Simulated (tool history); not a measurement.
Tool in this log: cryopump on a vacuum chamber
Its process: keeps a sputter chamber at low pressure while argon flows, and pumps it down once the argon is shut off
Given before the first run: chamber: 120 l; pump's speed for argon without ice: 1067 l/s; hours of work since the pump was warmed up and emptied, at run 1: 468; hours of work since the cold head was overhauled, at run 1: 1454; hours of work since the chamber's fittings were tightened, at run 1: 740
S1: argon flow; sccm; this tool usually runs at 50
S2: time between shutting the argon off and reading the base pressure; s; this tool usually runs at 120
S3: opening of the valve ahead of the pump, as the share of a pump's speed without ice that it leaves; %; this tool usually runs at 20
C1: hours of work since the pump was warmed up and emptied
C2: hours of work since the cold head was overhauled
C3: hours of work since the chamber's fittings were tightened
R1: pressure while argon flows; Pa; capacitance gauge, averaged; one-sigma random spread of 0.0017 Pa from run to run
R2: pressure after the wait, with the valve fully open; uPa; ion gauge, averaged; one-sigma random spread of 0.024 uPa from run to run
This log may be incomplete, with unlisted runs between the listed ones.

run,hour,S1,S2,S3,C1,C2,C3,R1,R2
1,0,50,120,20,468,1454,740,0.4062,2.04
2,57.9,50,120,26,520,1506,792,0.3148,2.14
3,107.4,50,120,22,565,1551,836,0.3723,2.15
4,176,50,24,20,626,1613,898,0.4083,4.81
5,269.5,50,120,20,710,1697,982,0.4108,2.37
6,352.5,50,120,20,785,1771,1057,0.4089,2.56
7,444.3,50,120,20,868,1854,1139,0.4153,2.81
# hour 464.7: pump warmed up, emptied and cooled again
8,519.5,50,120,20,49,1917,1203,0.3956,2.56
9,573.8,50,120,20,98,1966,1251,0.4,2.62
10,625.5,50,120,20,145,2012,1298,0.401,2.67
11,735.3,50,57,20,243,2111,1397,0.4026,3.6
12,842.5,50,57,20,340,2208,1493,0.4045,3.68
13,902.5,50,57,20,394,2262,1547,0.403,3.83
14,997.2,50,57,20,479,2347,1632,0.4044,3.93
15,1102.2,50,98,20,573,2441,1727,0.4059,3.57
16,1184.4,50,98,47,648,2515,1801,0.1814,3.81
# hour 1269.3: leaking fittings of the chamber tightened, without venting
17,1269.3,50,98,47,722,2590,0,0.1825,1.21
18,1347.2,43,98,54,792,2660,70,0.1408,1.33
19,1427.9,50,167,16,865,2733,143,0.5094,1.1
# hour 1452.1: pump warmed up, emptied and cooled again
20,1505.9,50,85,20,48,2798,208,0.3993,1.58
21,1575.7,50,157,20,111,2861,271,0.4006,1.2
22,1684.8,50,163,21,209,2959,369,0.3824,1.35
23,1739.1,43,120,28,258,3008,418,0.2476,1.62
24,1818.9,91,95,16,330,3080,490,0.91,1.91
25,1899.5,34,120,20,402,3152,562,0.2753,1.85
26,1960.7,34,120,20,458,3207,618,0.2781,1.93
27,2055.8,50,136,20,543,3293,703,0.4073,2.06
28,2149.8,58,169,26,628,3378,788,0.3682,1.99
29,2204,39,51,28,676,3426,836,0.231,3.24
30,2258.6,39,26,33,726,3475,885,0.1997,4.83
31,2340.2,39,26,33,799,3549,959,0.2003,5.05
# hour 2430.8: pump warmed up, emptied and cooled again
32,2446.6,39,26,33,14,3640,1050,0.1895,4.79
33,2556,28,174,16,113,3738,1149,0.2787,2.38
34,2605.5,30,173,20,157,3783,1193,0.2417,2.6

Hidden state or all else? Some run-to-run changes of R1, split into what the settings, what came in and random variation would give without the hidden state, and what is left for the hidden state (with any gauge scatter that isn't in both results):
Hidden conditions of the tool in this case: pump's speed, % of a pump's without ice; cold plate's temperature, K; leak into the chamber, uPa l/s; drift of the gauge itself on working_pa, %; drift of the gauge itself on base_upa, %.
Run 7 -> 8: pump warmed up, emptied and cooled again. R1 -0.0197 Pa: hidden state -0.0147, all else -0.005.
Run 18 -> 19: S1 43 -> 50, S2 98 -> 167, S3 54 -> 16. R1 +0.3686 Pa: hidden state +0.0034, all else +0.3652.
Run 19 -> 20: S2 167 -> 85, S3 16 -> 20, pump warmed up, emptied and cooled again. R1 -0.1101 Pa: hidden state -0.0134, all else -0.0967.
Run 23 -> 24: S1 43 -> 91, S2 120 -> 95, S3 28 -> 16. R1 +0.6624 Pa: hidden state +0.0081, all else +0.6543.
Run 24 -> 25: S1 91 -> 34, S2 95 -> 120, S3 16 -> 20. R1 -0.6347 Pa: hidden state -0.0078, all else -0.6269.
Run 31 -> 32: pump warmed up, emptied and cooled again. R1 -0.0108 Pa: hidden state -0.0096, all else -0.0012.
